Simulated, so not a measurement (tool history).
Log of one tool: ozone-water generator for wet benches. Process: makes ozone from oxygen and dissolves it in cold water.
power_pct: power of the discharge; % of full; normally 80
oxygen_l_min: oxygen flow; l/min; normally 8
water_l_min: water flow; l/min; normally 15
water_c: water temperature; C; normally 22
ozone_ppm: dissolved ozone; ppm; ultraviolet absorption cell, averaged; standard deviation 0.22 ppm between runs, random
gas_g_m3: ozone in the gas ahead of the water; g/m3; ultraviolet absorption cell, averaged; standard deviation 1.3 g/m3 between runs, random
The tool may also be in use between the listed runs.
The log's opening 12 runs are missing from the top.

Run 13, hour 1053.3: usual settings but water_c 24 C. Result: ozone_ppm 31.9 ppm, gas_g_m3 238.4 g/m3.
Run 14, hour 1177.8: usual settings. Result: ozone_ppm 33.1 ppm, gas_g_m3 238.1 g/m3.
Run 15, hour 1232.7: usual settings. Result: ozone_ppm 33.1 ppm, gas_g_m3 237.3 g/m3.
Run 16, hour 1318: usual settings but power_pct 60 % of full. Result: ozone_ppm 25.6 ppm, gas_g_m3 185.7 g/m3.
Run 17, hour 1401.5: usual settings but oxygen_l_min 10.07 l/min, water_c 25 C. Result: ozone_ppm 28.8 ppm, gas_g_m3 207.2 g/m3.
Run 18, hour 1528.7: usual settings but oxygen_l_min 10.07 l/min, water_c 25 C. Result: ozone_ppm 28.7 ppm, gas_g_m3 206.8 g/m3.
Run 19, hour 1593.2: usual settings but power_pct 90 % of full, oxygen_l_min 7.77 l/min, water_l_min 10 l/min, water_c 29 C. Result: ozone_ppm 38.3 ppm, gas_g_m3 268.9 g/m3.
Run 20, hour 1709: usual settings but power_pct 61 % of full, oxygen_l_min 9.15 l/min, water_l_min 11 l/min, water_c 15 C. Result: ozone_ppm 34.1 ppm, gas_g_m3 171.2 g/m3.
Run 21, hour 1786.3: usual settings but power_pct 61 % of full, oxygen_l_min 9.15 l/min, water_l_min 11 l/min, water_c 15 C. Result: ozone_ppm 33.9 ppm, gas_g_m3 171.7 g/m3.
Run 22, hour 1904.2: usual settings but power_pct 55 % of full, oxygen_l_min 7.48 l/min, water_l_min 18 l/min, water_c 21 C. Result: ozone_ppm 22 ppm, gas_g_m3 179.1 g/m3.
Run 23, hour 1983.9: usual settings but oxygen_l_min 5.77 l/min, water_c 17 C. Result: ozone_ppm 39 ppm, gas_g_m3 295.4 g/m3.
Run 24, hour 2055.1: usual settings but power_pct 84 % of full, oxygen_l_min 8.78 l/min, water_l_min 14 l/min, water_c 28 C. Result: ozone_ppm 30.1 ppm, gas_g_m3 234.7 g/m3.
Run 25, hour 2107: usual settings but power_pct 69 % of full, water_c 20 C. Result: ozone_ppm 30.3 ppm, gas_g_m3 208.3 g/m3.
Run 26, hour 2216: usual settings but power_pct 69 % of full, oxygen_l_min 5.04 l/min, water_c 20 C. Result: ozone_ppm 33.9 ppm, gas_g_m3 284.9 g/m3.
Run 27, hour 2292.1: usual settings but water_l_min 9 l/min, water_c 26 C. Result: ozone_ppm 38.3 ppm, gas_g_m3 238.7 g/m3.
Run 28, hour 2355.1: usual settings but power_pct 87 % of full, oxygen_l_min 5.89 l/min, water_l_min 17 l/min, water_c 24 C. Result: ozone_ppm 34.4 ppm, gas_g_m3 311.8 g/m3.
Run 29, hour 2481.5: usual settings but oxygen_l_min 9.33 l/min, water_l_min 12 l/min. Result: ozone_ppm 35.1 ppm, gas_g_m3 215 g/m3.
Run 30, hour 2579.6: usual settings but power_pct 52 % of full, oxygen_l_min 9.33 l/min, water_l_min 12 l/min. Result: ozone_ppm 23.8 ppm, gas_g_m3 149 g/m3.
Run 31, hour 2696.6: usual settings but power_pct 88 % of full, water_c 19 C. Result: ozone_ppm 38.8 ppm, gas_g_m3 259.5 g/m3.
Run 32, hour 2799.3: usual settings but oxygen_l_min 8.87 l/min, water_l_min 12 l/min, water_c 20 C. Result: ozone_ppm 37.4 ppm, gas_g_m3 224.5 g/m3.

Branching from run 32: 4 alternative next runs. What would each branch give?
Run A, hour 2918.5: usual settings but power_pct 53 % of full. Result: ozone_ppm ?, gas_g_m3 ?.
Run B, hour 2918.5: usual settings but oxygen_l_min 4.4 l/min, water_c 25 C. Result: ozone_ppm ?, gas_g_m3 ?.
Run C, hour 2918.5: usual settings but power_pct 87 % of full, oxygen_l_min 5.07 l/min, water_l_min 12 l/min, water_c 28 C. Result: ozone_ppm ?, gas_g_m3 ?.
Run D, hour 2918.5: usual settings but power_pct 46 % of full. Result: ozone_ppm ?, gas_g_m3 ?.

run  ozone_ppm  gas_g_m3
  A       22.9     165.5
  B       36.2     352.5
  C       40.5     346.9
  D       20.2     145.1
Stripped of hidden state, with their random variation kept, the same runs would have yielded:
run  ozone_ppm  gas_g_m3
  A         23     165.7
  B       36.3     352.9
  C       40.6     347.4
  D       20.2     145.2
